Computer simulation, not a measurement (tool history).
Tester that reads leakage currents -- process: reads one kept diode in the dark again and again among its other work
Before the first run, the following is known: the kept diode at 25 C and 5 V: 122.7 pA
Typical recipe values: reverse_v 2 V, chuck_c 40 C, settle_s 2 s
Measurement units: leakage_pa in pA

run,hour,reverse_v,chuck_c,settle_s,leakage_pa
1,0,2,40,2,282.6
2,44,2,40,2,281.76
3,85.8,2,45,2,414.89
4,125.6,2,34,2,170.97
5,182.7,2,40,2,278.02
6,209.2,2,40,2,277.55
7,240.9,2,20,2,50.94
8,292.2,2,20,2,51.28
9,328.9,2,20,2,50.99
10,375.6,2,20,2,50.47
11,417.9,2,40,2,275.01
12,452.4,2,40,2,273.39
13,480.7,8.67,40,2,567.08
14,536.7,8.67,40,2,565.77
15,577,3.99,40,2,380.19
16,607.5,3.99,40,2,382.18
# hour 613.4: probe card cleaned and baked
17,641.8,3.99,40,2,381.93
18,698.6,3.99,40,2,383.55
19,755,3.99,56,2,1288.74
20,783.8,2,40,3.65,270.03
21,824,4.38,22,1.34,91.17
22,848.6,4.38,22,1.34,91.07
23,877.4,4.38,22,1.34,91
24,919.1,2,58,2,1051.87
# hour 926.8: probe card cleaned and baked, once more
25,978.6,1.09,26,1.1,59.13
26,1029.7,1.09,26,6.87,58.96
27,1069.6,1.09,26,6.87,58.36
28,1120.3,2.68,42,5.75,350.98

Measured less the same run without the tool's hidden state. The same run-to-run variation is in both; the gauge's scatter may not be:
Hidden state present: stray current of the dirty probe card, pA a volt; current scale over the true one, %; true chuck temperature over the reading, C; drift of the gauge itself on leakage_pa, %.
run,leakage_pa
1,+1.36
2,+0.54
3,-1.33
4,+0.36
5,-1.99
6,-2.49
7,+1.44
8,+1.3
9,+1.2
10,+1.05
11,-6.24
12,-6.89
13,-8.87
14,-10.83
15,-10.97
16,-11.85
17,-10.34
18,-11.82
19,-59.08
20,-11.7
21,+3.37
22,+3.26
23,+3.11
24,-61.69
25,-4.71
26,-4.93
27,-5.06
28,-29.12

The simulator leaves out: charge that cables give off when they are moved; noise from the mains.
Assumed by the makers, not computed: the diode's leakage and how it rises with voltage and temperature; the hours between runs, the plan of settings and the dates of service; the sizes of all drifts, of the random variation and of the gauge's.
